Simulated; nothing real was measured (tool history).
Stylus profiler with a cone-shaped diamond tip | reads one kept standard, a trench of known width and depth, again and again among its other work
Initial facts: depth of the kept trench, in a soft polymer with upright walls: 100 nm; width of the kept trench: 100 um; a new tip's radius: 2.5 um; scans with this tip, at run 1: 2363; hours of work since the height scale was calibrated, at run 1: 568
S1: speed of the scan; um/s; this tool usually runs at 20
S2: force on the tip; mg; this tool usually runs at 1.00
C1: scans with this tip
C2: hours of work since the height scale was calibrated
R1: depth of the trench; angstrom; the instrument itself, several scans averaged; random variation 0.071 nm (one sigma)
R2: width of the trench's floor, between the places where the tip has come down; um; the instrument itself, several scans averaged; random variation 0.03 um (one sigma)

| run | hour | S1 | S2 | C1 | C2 | R1 | R2 |
|---|---|---|---|---|---|---|---|
| 1 | 0.0 | 20 | 1.00 | 2363 | 568 | 1009.1 | 98.39 |
| 2 | 31.5 | 20 | 1.00 | 2427 | 584 | 1009.9 | 98.44 |
| 3 | 63.1 | 20 | 1.00 | 2491 | 599 | 1008.0 | 98.42 |
| 4 | 88.6 | 20 | 1.00 | 2542 | 612 | 1010.6 | 98.41 |
| 5 | 116.2 | 20 | 1.00 | 2598 | 625 | 1009.2 | 98.41 |
| 6 | 138.2 | 20 | 1.00 | 2643 | 636 | 1008.0 | 98.39 |
| 7 | 170.8 | 20 | 1.00 | 2709 | 652 | 1010.4 | 98.37 |
| 8 | 192.1 | 11 | 1.03 | 2752 | 662 | 1007.7 | 98.45 |
| 9 | 211.8 | 9 | 2.49 | 2792 | 672 | 1014.7 | 98.42 |
| 10 | 232.0 | 9 | 1.98 | 2833 | 682 | 1012.1 | 98.42 |
| 11 | 255.2 | 10 | 1.78 | 2880 | 693 | 1012.9 | 98.38 |

Estimate the outcome of run 12 from the log above:
| 12 | 277.7 | 8 | 0.81 | 2926 | 704 | ? | ? |

{"run 12": {"R1": 1008.4, "R2": 98.43}}
On a tool with no hidden condition, and with the same random variation, this run would have come out at R1 1005.3 angstrom, R2 98.58 um.

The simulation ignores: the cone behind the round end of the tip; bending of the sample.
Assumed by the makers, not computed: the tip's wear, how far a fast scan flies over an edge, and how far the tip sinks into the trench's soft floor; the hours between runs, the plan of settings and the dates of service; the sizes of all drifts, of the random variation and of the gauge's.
